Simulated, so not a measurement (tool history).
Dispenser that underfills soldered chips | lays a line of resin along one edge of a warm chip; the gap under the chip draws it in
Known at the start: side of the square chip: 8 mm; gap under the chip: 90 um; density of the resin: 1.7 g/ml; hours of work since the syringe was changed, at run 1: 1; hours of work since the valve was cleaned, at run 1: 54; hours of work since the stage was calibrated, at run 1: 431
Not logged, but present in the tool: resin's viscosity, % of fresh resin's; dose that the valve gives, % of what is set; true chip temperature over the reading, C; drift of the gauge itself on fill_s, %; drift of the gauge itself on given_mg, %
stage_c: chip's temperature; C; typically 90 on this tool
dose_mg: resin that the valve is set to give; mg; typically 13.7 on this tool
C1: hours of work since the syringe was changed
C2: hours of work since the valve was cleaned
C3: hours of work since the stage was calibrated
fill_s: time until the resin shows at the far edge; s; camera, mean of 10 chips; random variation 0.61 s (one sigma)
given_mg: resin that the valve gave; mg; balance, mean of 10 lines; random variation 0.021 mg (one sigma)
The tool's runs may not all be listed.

{"run": 1, "day": 0.0, "stage_c": 90, "dose_mg": 13.7, "C1": 1, "C2": 54, "C3": 431, "fill_s": 57.3, "given_mg": 13.42}
{"run": 2, "day": 0.425, "stage_c": 90, "dose_mg": 13.7, "C1": 8, "C2": 61, "C3": 439, "fill_s": 88.4, "given_mg": 13.38}
{"day": 0.492, "done": "new syringe of resin"}
{"day": 0.846, "done": "stage's temperature calibrated"}
{"day": 1.062, "done": "new syringe of resin"}
{"run": 3, "day": 1.071, "stage_c": 90, "dose_mg": 15.9, "C1": 0, "C2": 71, "C3": 4, "fill_s": 52.7, "given_mg": 15.5}
{"day": 1.567, "done": "new syringe of resin"}
{"run": 4, "day": 1.662, "stage_c": 90, "dose_mg": 15.9, "C1": 2, "C2": 80, "C3": 13, "fill_s": 57.9, "given_mg": 15.41}
{"day": 2.067, "done": "new syringe of resin"}
{"run": 5, "day": 2.179, "stage_c": 82, "dose_mg": 13.7, "C1": 2, "C2": 89, "C3": 22, "fill_s": 75.9, "given_mg": 13.24}
{"day": 2.333, "done": "dispensing valve cleaned and set on the balance"}
{"day": 2.608, "done": "new syringe of resin"}
{"run": 6, "day": 2.746, "stage_c": 82, "dose_mg": 13.7, "C1": 2, "C2": 7, "C3": 30, "fill_s": 77.1, "given_mg": 13.63}
{"day": 3.129, "done": "new syringe of resin"}
{"run": 7, "day": 3.129, "stage_c": 82, "dose_mg": 13.7, "C1": 0, "C2": 13, "C3": 36, "fill_s": 66.4, "given_mg": 13.58}
{"day": 3.621, "done": "new syringe of resin"}
{"run": 8, "day": 3.633, "stage_c": 89, "dose_mg": 13.7, "C1": 0, "C2": 21, "C3": 44, "fill_s": 56.6, "given_mg": 13.55}
{"run": 9, "day": 4.038, "stage_c": 89, "dose_mg": 13.7, "C1": 7, "C2": 28, "C3": 51, "fill_s": 85.9, "given_mg": 13.55}
{"day": 4.154, "done": "new syringe of resin"}
{"run": 10, "day": 4.517, "stage_c": 96, "dose_mg": 13.7, "C1": 6, "C2": 35, "C3": 59, "fill_s": 65.6, "given_mg": 13.45}
{"day": 4.671, "done": "new syringe of resin"}
{"run": 11, "day": 5.112, "stage_c": 96, "dose_mg": 13.7, "C1": 7, "C2": 45, "C3": 68, "fill_s": 72.3, "given_mg": 13.45}
{"day": 5.188, "done": "new syringe of resin"}
{"run": 12, "day": 5.462, "stage_c": 96, "dose_mg": 13.7, "C1": 5, "C2": 51, "C3": 74, "fill_s": 61.7, "given_mg": 13.38}
{"day": 5.733, "done": "new syringe of resin"}
{"run": 13, "day": 5.925, "stage_c": 83, "dose_mg": 13.2, "C1": 3, "C2": 58, "C3": 82, "fill_s": 80.2, "given_mg": 12.88}
{"day": 6.25, "done": "new syringe of resin"}
{"run": 14, "day": 6.592, "stage_c": 83, "dose_mg": 13.2, "C1": 6, "C2": 69, "C3": 92, "fill_s": 95.0, "given_mg": 12.84}
{"day": 6.754, "done": "new syringe of resin"}
{"run": 15, "day": 7.029, "stage_c": 88, "dose_mg": 13.1, "C1": 5, "C2": 76, "C3": 99, "fill_s": 77.0, "given_mg": 12.72}
{"day": 7.283, "done": "new syringe of resin"}
{"run": 16, "day": 7.396, "stage_c": 93, "dose_mg": 11.7, "C1": 2, "C2": 82, "C3": 105, "fill_s": 58.4, "given_mg": 11.31}
{"day": 7.829, "done": "new syringe of resin"}
{"day": 7.962, "done": "dispensing valve cleaned and set on the balance"}
{"run": 17, "day": 8.092, "stage_c": 90, "dose_mg": 13.9, "C1": 4, "C2": 2, "C3": 116, "fill_s": 68.4, "given_mg": 13.9}
{"day": 8.388, "done": "new syringe of resin"}
{"run": 18, "day": 8.45, "stage_c": 90, "dose_mg": 13.9, "C1": 1, "C2": 8, "C3": 122, "fill_s": 57.5, "given_mg": 13.89}
{"day": 8.904, "done": "new syringe of resin"}
{"run": 19, "day": 9.004, "stage_c": 90, "dose_mg": 13.9, "C1": 2, "C2": 17, "C3": 131, "fill_s": 58.2, "given_mg": 13.84}
{"day": 9.433, "done": "new syringe of resin"}
{"run": 20, "day": 9.521, "stage_c": 86, "dose_mg": 16.4, "C1": 1, "C2": 25, "C3": 139, "fill_s": 64.2, "given_mg": 16.26}
{"run": 21, "day": 9.792, "stage_c": 92, "dose_mg": 13.7, "C1": 6, "C2": 30, "C3": 144, "fill_s": 73.7, "given_mg": 13.55}
{"day": 9.958, "done": "new syringe of resin"}
{"run": 22, "day": 10.212, "stage_c": 92, "dose_mg": 13.7, "C1": 4, "C2": 36, "C3": 150, "fill_s": 64.5, "given_mg": 13.57}

For each entry between runs, how does the tool's hidden state at the last listed run before it compare with that at the first listed run after it?
Runs 2 to 3: new syringe of resin (day 0.492); stage's temperature calibrated (day 0.846); new syringe of resin (day 1.062)
  resin's viscosity, % of fresh resin's: 162.5 -> 101.2; dose that the valve gives, % of what is set: 97.56 -> 97.22; true chip temperature over the reading, C: -0.76 -> 0.09
  measured minus no-state result, fill_s: +35.6 -> +0.7 s; given_mg: -0.33 -> -0.44 mg
Runs 3 to 4: new syringe of resin (day 1.567)
  resin's viscosity, % of fresh resin's: 101.2 -> 110.7; dose that the valve gives, % of what is set: 97.22 -> 96.87; true chip temperature over the reading, C: 0.09 -> 0.07
  measured minus no-state result, fill_s: +0.7 -> +5.7 s; given_mg: -0.44 -> -0.50 mg
Runs 4 to 5: new syringe of resin (day 2.067)
  resin's viscosity, % of fresh resin's: 110.7 -> 112.2; dose that the valve gives, % of what is set: 96.87 -> 96.57; true chip temperature over the reading, C: 0.07 -> 0.05
  measured minus no-state result, fill_s: +5.7 -> +8.7 s; given_mg: -0.50 -> -0.47 mg
Runs 5 to 6: dispensing valve cleaned and set on the balance (day 2.333); new syringe of resin (day 2.608)
  resin's viscosity, % of fresh resin's: 112.2 -> 114.6; dose that the valve gives, % of what is set: 96.57 -> 99.43; true chip temperature over the reading, C: 0.05 -> 0.04
  measured minus no-state result, fill_s: +8.7 -> +9.9 s; given_mg: -0.47 -> -0.08 mg
Runs 6 to 7: new syringe of resin (day 3.129)
  resin's viscosity, % of fresh resin's: 114.6 -> 99.3; dose that the valve gives, % of what is set: 99.43 -> 99.19; true chip temperature over the reading, C: 0.04 -> 0.03
  measured minus no-state result, fill_s: +9.9 -> -0.3 s; given_mg: -0.08 -> -0.11 mg
Runs 7 to 8: new syringe of resin (day 3.621)
  resin's viscosity, % of fresh resin's: 99.3 -> 103.1; dose that the valve gives, % of what is set: 99.19 -> 98.91; true chip temperature over the reading, C: 0.03 -> 0.01
  measured minus no-state result, fill_s: -0.3 -> +1.8 s; given_mg: -0.11 -> -0.15 mg
Runs 9 to 10: new syringe of resin (day 4.154)
  resin's viscosity, % of fresh resin's: 156.4 -> 144.3; dose that the valve gives, % of what is set: 98.68 -> 98.41; true chip temperature over the reading, C: 0 -> -0.02
  measured minus no-state result, fill_s: +31.1 -> +20.3 s; given_mg: -0.18 -> -0.22 mg
Runs 10 to 11: new syringe of resin (day 4.671)
  resin's viscosity, % of fresh resin's: 144.3 -> 157.4; dose that the valve gives, % of what is set: 98.41 -> 98.07; true chip temperature over the reading, C: -0.02 -> -0.04
  measured minus no-state result, fill_s: +20.3 -> +26.6 s; given_mg: -0.22 -> -0.26 mg
Runs 11 to 12: new syringe of resin (day 5.188)
  resin's viscosity, % of fresh resin's: 157.4 -> 134.6; dose that the valve gives, % of what is set: 98.07 -> 97.88; true chip temperature over the reading, C: -0.04 -> -0.05
  measured minus no-state result, fill_s: +26.6 -> +16.1 s; given_mg: -0.26 -> -0.29 mg
Runs 12 to 13: new syringe of resin (day 5.733)
  resin's viscosity, % of fresh resin's: 134.6 -> 121.5; dose that the valve gives, % of what is set: 97.88 -> 97.63; true chip temperature over the reading, C: -0.05 -> -0.07
  measured minus no-state result, fill_s: +16.1 -> +14.7 s; given_mg: -0.29 -> -0.31 mg
Runs 13 to 14: new syringe of resin (day 6.250)
  resin's viscosity, % of fresh resin's: 121.5 -> 141.9; dose that the valve gives, % of what is set: 97.63 -> 97.24; true chip temperature over the reading, C: -0.07 -> -0.09
  measured minus no-state result, fill_s: +14.7 -> +28.6 s; given_mg: -0.31 -> -0.37 mg
Runs 14 to 15: new syringe of resin (day 6.754)
  resin's viscosity, % of fresh resin's: 141.9 -> 133.2; dose that the valve gives, % of what is set: 97.24 -> 96.96; true chip temperature over the reading, C: -0.09 -> -0.1
  measured minus no-state result, fill_s: +28.6 -> +19.9 s; given_mg: -0.37 -> -0.39 mg
Runs 15 to 16: new syringe of resin (day 7.283)
  resin's viscosity, % of fresh resin's: 133.2 -> 110.3; dose that the valve gives, % of what is set: 96.96 -> 96.73; true chip temperature over the reading, C: -0.1 -> -0.11
  measured minus no-state result, fill_s: +19.9 -> +6.4 s; given_mg: -0.39 -> -0.38 mg
Runs 16 to 17: new syringe of resin (day 7.829); dispensing valve cleaned and set on the balance (day 7.962)
  resin's viscosity, % of fresh resin's: 110.3 -> 125.8; dose that the valve gives, % of what is set: 96.73 -> 100.01; true chip temperature over the reading, C: -0.11 -> -0.14
  measured minus no-state result, fill_s: +6.4 -> +14.2 s; given_mg: -0.38 -> +0.00 mg
Runs 17 to 18: new syringe of resin (day 8.388)
  resin's viscosity, % of fresh resin's: 125.8 -> 106; dose that the valve gives, % of what is set: 100.01 -> 99.79; true chip temperature over the reading, C: -0.14 -> -0.15
  measured minus no-state result, fill_s: +14.2 -> +3.5 s; given_mg: +0.00 -> -0.03 mg
Runs 18 to 19: new syringe of resin (day 8.904)
  resin's viscosity, % of fresh resin's: 106 -> 108.9; dose that the valve gives, % of what is set: 99.79 -> 99.46; true chip temperature over the reading, C: -0.15 -> -0.17
  measured minus no-state result, fill_s: +3.5 -> +5.1 s; given_mg: -0.03 -> -0.08 mg
Runs 19 to 20: new syringe of resin (day 9.433)
  resin's viscosity, % of fresh resin's: 108.9 -> 109.4; dose that the valve gives, % of what is set: 99.46 -> 99.17; true chip temperature over the reading, C: -0.17 -> -0.18
  measured minus no-state result, fill_s: +5.1 -> +5.9 s; given_mg: -0.08 -> -0.14 mg
Runs 21 to 22: new syringe of resin (day 9.958)
  resin's viscosity, % of fresh resin's: 144.6 -> 128.5; dose that the valve gives, % of what is set: 99.03 -> 98.78; true chip temperature over the reading, C: -0.19 -> -0.21
  measured minus no-state result, fill_s: +23.1 -> +14.8 s; given_mg: -0.14 -> -0.17 mg
